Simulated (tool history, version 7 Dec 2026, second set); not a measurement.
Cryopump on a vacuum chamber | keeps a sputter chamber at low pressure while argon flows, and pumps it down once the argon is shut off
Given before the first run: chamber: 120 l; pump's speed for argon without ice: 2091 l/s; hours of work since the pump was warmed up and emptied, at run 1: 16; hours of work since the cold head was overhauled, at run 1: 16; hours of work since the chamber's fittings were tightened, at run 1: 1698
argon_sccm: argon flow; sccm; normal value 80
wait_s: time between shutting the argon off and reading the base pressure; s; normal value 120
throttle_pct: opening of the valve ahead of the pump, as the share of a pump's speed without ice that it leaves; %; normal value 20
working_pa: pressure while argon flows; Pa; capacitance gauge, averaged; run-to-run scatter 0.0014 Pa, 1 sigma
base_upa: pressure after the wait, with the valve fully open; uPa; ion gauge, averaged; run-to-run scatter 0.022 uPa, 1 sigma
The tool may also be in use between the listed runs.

| run | hour | argon_sccm | wait_s | throttle_pct | hours of work since the pump was warmed up and emptied | hours of work since the cold head was overhauled | hours of work since the chamber's fittings were tightened | working_pa | base_upa |
|---|---|---|---|---|---|---|---|---|---|
| 1 | 0.0 | 80 | 120 | 20 | 16 | 16 | 1698 | 0.3244 | 1.31 |
| 2 | 14.6 | 80 | 120 | 20 | 22 | 22 | 1704 | 0.3249 | 1.33 |
| 3 | 26.8 | 80 | 120 | 20 | 27 | 27 | 1710 | 0.3231 | 1.32 |
| 4 | 38.2 | 80 | 120 | 20 | 32 | 32 | 1714 | 0.3254 | 1.29 |
| 5 | 48.5 | 80 | 120 | 20 | 36 | 36 | 1719 | 0.3255 | 1.33 |
| 6 | 62.2 | 80 | 120 | 20 | 42 | 42 | 1724 | 0.3260 | 1.27 |
| 7 | 77.9 | 80 | 24 | 20 | 49 | 49 | 1731 | 0.3231 | 3.16 |
| 8 | 91.1 | 80 | 120 | 41 | 54 | 54 | 1737 | 0.1581 | 1.38 |
| 9 | 101.0 | 80 | 120 | 23 | 58 | 58 | 1741 | 0.2835 | 1.39 |
| 10 | 117.7 | 80 | 120 | 20 | 65 | 65 | 1748 | 0.3262 | 1.37 |
| 11 | 140.8 | 80 | 120 | 20 | 75 | 75 | 1758 | 0.3240 | 1.34 |
| 12 | 153.9 | 80 | 120 | 40 | 81 | 81 | 1763 | 0.1640 | 1.33 |
| 13 | 164.9 | 80 | 120 | 20 | 85 | 85 | 1768 | 0.3250 | 1.33 |
| 14 | 183.6 | 80 | 120 | 20 | 93 | 93 | 1776 | 0.3237 | 1.37 |
| 15 | 193.9 | 93 | 120 | 20 | 98 | 98 | 1780 | 0.3753 | 1.35 |
| 16 | 206.8 | 38 | 120 | 20 | 103 | 103 | 1786 | 0.1553 | 1.38 |
| 17 | 225.9 | 38 | 120 | 20 | 111 | 111 | 1794 | 0.1552 | 1.29 |
| 18 | 240.4 | 33 | 149 | 20 | 117 | 117 | 1800 | 0.1350 | 1.28 |
| 19 | 255.7 | 87 | 180 | 17 | 124 | 124 | 1806 | 0.4153 | 1.24 |
| 20 | 272.9 | 43 | 86 | 20 | 131 | 131 | 1813 | 0.1751 | 1.57 |
| 21 | 291.0 | 80 | 23 | 45 | 139 | 139 | 1821 | 0.1476 | 3.40 |
| 22 | 300.5 | 99 | 24 | 55 | 143 | 143 | 1825 | 0.1476 | 3.16 |
| 23 | 313.9 | 63 | 48 | 20 | 148 | 148 | 1831 | 0.2547 | 2.11 |
| 24 | 333.5 | 63 | 48 | 20 | 157 | 157 | 1839 | 0.2558 | 2.12 |
| 25 | 356.0 | 63 | 48 | 20 | 166 | 166 | 1849 | 0.2575 | 2.13 |
| 26 | 366.9 | 52 | 34 | 20 | 171 | 171 | 1853 | 0.2101 | 2.65 |
| 27 | 384.2 | 38 | 49 | 47 | 178 | 178 | 1861 | 0.0661 | 2.07 |
| 28 | 398.0 | 44 | 56 | 47 | 184 | 184 | 1866 | 0.0779 | 2.00 |
| 29 | 413.1 | 61 | 99 | 42 | 190 | 190 | 1873 | 0.1211 | 1.50 |
| 30 | 429.7 | 102 | 120 | 20 | 197 | 197 | 1880 | 0.4161 | 1.47 |
| 31 | 448.9 | 102 | 120 | 42 | 205 | 205 | 1888 | 0.2018 | 1.50 |
| 32 | 466.1 | 102 | 120 | 42 | 213 | 213 | 1895 | 0.1999 | 1.41 |
| 33 | 487.4 | 102 | 221 | 42 | 222 | 222 | 1904 | 0.1999 | 1.25 |
| 34 | 510.1 | 60 | 52 | 44 | 231 | 231 | 1914 | 0.1124 | 2.09 |

Had the tool no unlogged condition, and each run kept its random variation, what would the results have been?
Unlogged tool condition in this case: pump's speed, % of a pump's without ice; cold plate's temperature, K; leak into the chamber, uPa l/s; drift of the gauge itself on working_pa, %; drift of the gauge itself on base_upa, %.
| run | working_pa | base_upa |
|---|---|---|
| 1 | 0.3238 | 0.61 |
| 2 | 0.3242 | 0.62 |
| 3 | 0.3224 | 0.59 |
| 4 | 0.3246 | 0.58 |
| 5 | 0.3247 | 0.62 |
| 6 | 0.3251 | 0.56 |
| 7 | 0.3221 | 2.43 |
| 8 | 0.1571 | 0.62 |
| 9 | 0.2824 | 0.64 |
| 10 | 0.3250 | 0.63 |
| 11 | 0.3227 | 0.59 |
| 12 | 0.1626 | 0.58 |
| 13 | 0.3235 | 0.59 |
| 14 | 0.3221 | 0.62 |
| 15 | 0.3734 | 0.60 |
| 16 | 0.1545 | 0.61 |
| 17 | 0.1543 | 0.53 |
| 18 | 0.1342 | 0.51 |
| 19 | 0.4132 | 0.47 |
| 20 | 0.1740 | 0.80 |
| 21 | 0.1454 | 2.61 |
| 22 | 0.1448 | 2.39 |
| 23 | 0.2529 | 1.32 |
| 24 | 0.2539 | 1.32 |
| 25 | 0.2555 | 1.33 |
| 26 | 0.2085 | 1.83 |
| 27 | 0.0649 | 1.26 |
| 28 | 0.0763 | 1.18 |
| 29 | 0.1189 | 0.69 |
| 30 | 0.4123 | 0.65 |
| 31 | 0.1979 | 0.65 |
| 32 | 0.1958 | 0.60 |
| 33 | 0.1957 | 0.42 |
| 34 | 0.1098 | 1.23 |
